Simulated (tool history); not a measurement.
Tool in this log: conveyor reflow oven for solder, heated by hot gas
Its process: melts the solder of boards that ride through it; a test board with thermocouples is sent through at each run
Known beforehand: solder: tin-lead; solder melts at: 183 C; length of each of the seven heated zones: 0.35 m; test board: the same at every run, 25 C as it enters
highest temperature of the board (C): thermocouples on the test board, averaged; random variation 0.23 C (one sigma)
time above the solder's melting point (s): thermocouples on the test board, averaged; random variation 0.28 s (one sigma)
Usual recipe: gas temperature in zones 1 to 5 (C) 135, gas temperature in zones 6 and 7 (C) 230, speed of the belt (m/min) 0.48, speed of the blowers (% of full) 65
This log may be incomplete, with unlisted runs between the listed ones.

| run | hour | gas temperature in zones 1 to 5 (C) | gas temperature in zones 6 and 7 (C) | speed of the belt (m/min) | speed of the blowers (% of full) | highest temperature of the board (C) | time above the solder's melting point (s) |
|---|---|---|---|---|---|---|---|
| 1 | 0 | 135 | 230 | 0.48 | 65 | 211 | 57.3 |
| 2 | 67.3 | 135 | 230 | 0.48 | 72 | 212.2 | 58.9 |
| 3 | 100.4 | 135 | 226 | 0.48 | 72 | 209.1 | 55.4 |
| 4 | 136.7 | 135 | 226 | 0.48 | 72 | 209.1 | 55.1 |
| 5 | 203.4 | 135 | 239 | 0.48 | 65 | 218.1 | 64.8 |
| 6 | 260.5 | 135 | 230 | 0.48 | 65 | 210.7 | 57.7 |
| 7 | 312.9 | 135 | 230 | 0.48 | 65 | 210.7 | 57.5 |
| 8 | 350.6 | 135 | 237 | 0.48 | 65 | 216.5 | 63.1 |
|  | 390.8 | flux residue cleaned out of gas plates and filters |
| 9 | 390.8 | 135 | 230 | 0.497 | 65 | 209.9 | 53.8 |
| 10 | 445.6 | 135 | 230 | 0.48 | 65 | 211 | 57.3 |
| 11 | 515.1 | 135 | 230 | 0.48 | 65 | 210.8 | 57.6 |
| 12 | 545.8 | 125 | 230 | 0.48 | 65 | 208.6 | 51.4 |
| 13 | 598.2 | 125 | 230 | 0.48 | 65 | 208.8 | 51.1 |
| 14 | 626.7 | 125 | 230 | 0.48 | 65 | 208.9 | 51.6 |
| 15 | 663.4 | 125 | 230 | 0.48 | 65 | 208.9 | 51.4 |
|  | 690.9 | thermocouples of zones 6 and 7 changed |
| 16 | 736.1 | 125 | 230 | 0.48 | 65 | 208.6 | 51.5 |
| 17 | 796.2 | 125 | 230 | 0.48 | 65 | 208.4 | 51.2 |
| 18 | 859.5 | 138 | 231 | 0.509 | 57 | 208.6 | 51.1 |
|  | 874.2 | belt drive overhauled, speed set with a stopwatch |
| 19 | 918 | 121 | 231 | 0.509 | 57 | 204.3 | 40.7 |
| 20 | 951.2 | 122 | 237 | 0.506 | 82 | 215.8 | 55 |
| 21 | 990.7 | 122 | 225 | 0.417 | 82 | 211.2 | 63.9 |
| 22 | 1060.3 | 135 | 241 | 0.48 | 58 | 218.2 | 64 |
|  | 1105.7 | flux residue cleaned out of gas plates and filters |
| 23 | 1116.1 | 120 | 228 | 0.559 | 81 | 203.5 | 36.2 |
| 24 | 1176.3 | 128 | 220 | 0.461 | 78 | 204.7 | 50.4 |
| 25 | 1223.4 | 135 | 230 | 0.503 | 65 | 209.1 | 52.2 |
| 26 | 1252.4 | 136 | 239 | 0.532 | 74 | 216.7 | 56.7 |
| 27 | 1309 | 126 | 219 | 0.48 | 65 | 199.6 | 39.8 |
| 28 | 1366.6 | 137 | 230 | 0.387 | 65 | 217.8 | 82.3 |
| 29 | 1399.5 | 137 | 230 | 0.387 | 65 | 217.6 | 82.9 |
| 30 | 1463.8 | 135 | 227 | 0.515 | 51 | 202.3 | 41.5 |

Consider 5 possible next runs. They are alternatives, not a sequence: every one starts from the tool as it was left by run 30. What does each give?
| A | 1510.7 | 135 | 232 | 0.521 | 84 | ? | ? |
| B | 1510.7 | 147 | 230 | 0.464 | 58 | ? | ? |
| C | 1510.7 | 135 | 228 | 0.48 | 73 | ? | ? |
| D | 1510.7 | 150 | 226 | 0.486 | 51 | ? | ? |
| E | 1510.7 | 135 | 227 | 0.515 | 58 | ? | ? |

| run | highest temperature of the board (C) | time above the solder's melting point (s) |
|---|---|---|
| A | 213 | 55.8 |
| B | 212.7 | 67.3 |
| C | 210.7 | 57.3 |
| D | 207.6 | 58.1 |
| E | 203.9 | 44.4 |
Had the tool no hidden state, the same runs would have come out as:
| run | highest temperature of the board (C) | time above the solder's melting point (s) |
|---|---|---|
| A | 213 | 55.8 |
| B | 212.7 | 67.3 |
| C | 210.8 | 57.3 |
| D | 207.6 | 58.1 |
| E | 203.9 | 44.5 |

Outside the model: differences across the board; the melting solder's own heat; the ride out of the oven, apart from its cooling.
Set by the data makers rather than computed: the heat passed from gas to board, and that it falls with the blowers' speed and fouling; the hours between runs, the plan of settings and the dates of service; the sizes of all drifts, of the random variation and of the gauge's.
